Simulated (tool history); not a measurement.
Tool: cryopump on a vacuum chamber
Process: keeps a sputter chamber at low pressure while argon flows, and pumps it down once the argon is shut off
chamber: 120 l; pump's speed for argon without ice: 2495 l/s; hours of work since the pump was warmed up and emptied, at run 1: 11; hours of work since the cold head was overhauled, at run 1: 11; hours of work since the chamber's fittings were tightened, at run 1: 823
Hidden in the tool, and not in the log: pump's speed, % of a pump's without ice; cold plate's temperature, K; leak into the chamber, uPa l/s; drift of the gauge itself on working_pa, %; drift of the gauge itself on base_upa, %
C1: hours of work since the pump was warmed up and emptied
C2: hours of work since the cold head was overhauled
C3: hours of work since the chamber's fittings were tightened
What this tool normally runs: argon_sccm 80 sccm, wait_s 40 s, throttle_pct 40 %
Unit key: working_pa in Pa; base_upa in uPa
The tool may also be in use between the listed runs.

Run 1, hour 0: usual settings; C1 11; C2 11; C3 823. Result: working_pa 0.1358 Pa, base_upa 1.67 uPa.
Run 2, hour 36.3: usual settings; C1 43; C2 43; C3 855. Result: working_pa 0.1357 Pa, base_upa 1.79 uPa.
Run 3, hour 78.7: usual settings but wait_s 25 s; C1 80; C2 80; C3 892. Result: working_pa 0.1371 Pa, base_upa 2.55 uPa.
Run 4, hour 118: usual settings but wait_s 25 s; C1 115; C2 115; C3 927. Result: working_pa 0.1384 Pa, base_upa 2.39 uPa.
Run 5, hour 141.6: usual settings; C1 135; C2 135; C3 947. Result: working_pa 0.1388 Pa, base_upa 1.81 uPa.
Run 6, hour 175.1: usual settings but wait_s 190 s; C1 165; C2 165; C3 977. Result: working_pa 0.1382 Pa, base_upa 0.99 uPa.
Run 7, hour 201: usual settings; C1 187; C2 187; C3 999. Result: working_pa 0.1387 Pa, base_upa 1.9 uPa.
Run 8, hour 224: usual settings but throttle_pct 58 %; C1 207; C2 207; C3 1019. Result: working_pa 0.0971 Pa, base_upa 1.87 uPa.
At hour 254.9: leaking fittings of the chamber tightened, without venting.
Run 9, hour 267.9: usual settings but throttle_pct 58 %; C1 244; C2 244; C3 11. Result: working_pa 0.0987 Pa, base_upa 1.19 uPa.
Run 10, hour 288.8: usual settings but throttle_pct 58 %; C1 262; C2 262; C3 30. Result: working_pa 0.0989 Pa, base_upa 1.27 uPa.
Run 11, hour 331.2: usual settings but argon_sccm 62 sccm, wait_s 223 s, throttle_pct 30 %; C1 300; C2 300; C3 67. Result: working_pa 0.1446 Pa, base_upa 0.42 uPa.
Run 12, hour 357.6: usual settings but argon_sccm 62 sccm, wait_s 223 s, throttle_pct 30 %; C1 323; C2 323; C3 90. Result: working_pa 0.1459 Pa, base_upa 0.41 uPa.
Run 13, hour 393.9: usual settings but argon_sccm 112 sccm, wait_s 88 s, throttle_pct 20 %; C1 355; C2 355; C3 122. Result: working_pa 0.3891 Pa, base_upa 0.74 uPa.
Run 14, hour 436.5: usual settings but argon_sccm 48 sccm; C1 392; C2 392; C3 159. Result: working_pa 0.0866 Pa, base_upa 1.35 uPa.
Run 15, hour 470.3: usual settings but argon_sccm 113 sccm, wait_s 51 s, throttle_pct 27 %; C1 422; C2 422; C3 189. Result: working_pa 0.2962 Pa, base_upa 1.1 uPa.
Run 16, hour 514.9: usual settings but argon_sccm 102 sccm, wait_s 240 s; C1 461; C2 461; C3 228. Result: working_pa 0.1848 Pa, base_upa 0.49 uPa.

3 options for the next run, each taken on its own from the tool as it stands now. Forecast them:
Run A, hour 539.6: usual settings but argon_sccm 131 sccm, throttle_pct 48 %; C1 482; C2 482; C3 250. Result: working_pa ?, base_upa ?.
Run B, hour 539.6: usual settings but wait_s 26 s, throttle_pct 39 %; C1 482; C2 482; C3 250. Result: working_pa ?, base_upa ?.
Run C, hour 539.6: usual settings but argon_sccm 102 sccm, wait_s 25 s; C1 482; C2 482; C3 250. Result: working_pa ?, base_upa ?.

run  working_pa  base_upa
  A      0.2009      1.43
  B      0.1482       2.1
  C      0.1874       2.1
Without the tool's unlogged condition, the same runs would have read:
run  working_pa  base_upa
  A      0.1841      1.22
  B      0.1379      1.89
  C      0.1743      1.89
